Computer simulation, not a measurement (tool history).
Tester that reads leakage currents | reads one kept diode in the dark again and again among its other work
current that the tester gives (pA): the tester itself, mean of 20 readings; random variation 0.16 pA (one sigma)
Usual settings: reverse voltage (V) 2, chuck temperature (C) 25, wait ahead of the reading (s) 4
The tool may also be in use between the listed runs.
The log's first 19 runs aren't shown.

run	hour	reverse voltage (V)	chuck temperature (C)	wait ahead of the reading (s)	current that the tester gives (pA)
20	709.9	1.37	34	4.8	106.67
21	742.8	2.85	34	4	142.38
22	787.5	3.39	58	8.14	1002.74
23	820.2	3.39	58	8.14	1000.84
24	853.7	2	25	0.41	57.88
25	892.1	19.01	25	0.36	149.48
26	934.3	3.23	25	4.24	69.27
# hour 939.9: probe card cleaned and baked
27	966.2	2	59	4	874.24
28	1006.8	5.07	30	7.54	129.14
29	1055.1	1.94	34	4	124.5
30	1106.1	1.33	34	0.39	108.31
31	1151	1.4	58	0.86	721.74
32	1180.3	7.06	22	0.54	76.04
33	1205.2	7.06	22	0.54	76.43
# hour 1249: probe card cleaned and baked, once more
34	1249	7.06	22	0.54	74.64
35	1276.3	17.76	46	0.36	801.61
36	1298	17.76	40	0.36	499.48
37	1337.6	1.92	25	4	57.55

4 ways to go on from here, each from the tool as it stands after run 37. What would each give?
A	1381.9	1.92	30	4	?
B	1381.9	2	25	0.52	?
C	1381.9	19.03	25	2.85	?
D	1381.9	18.56	37	1.19	?

run	current that the tester gives (pA)
A	88.9
B	59.08
C	143.22
D	398.34
Without the tool's hidden state the same runs would have given:
run	current that the tester gives (pA)
A	79.11
B	52.44
C	126.9
D	356.28
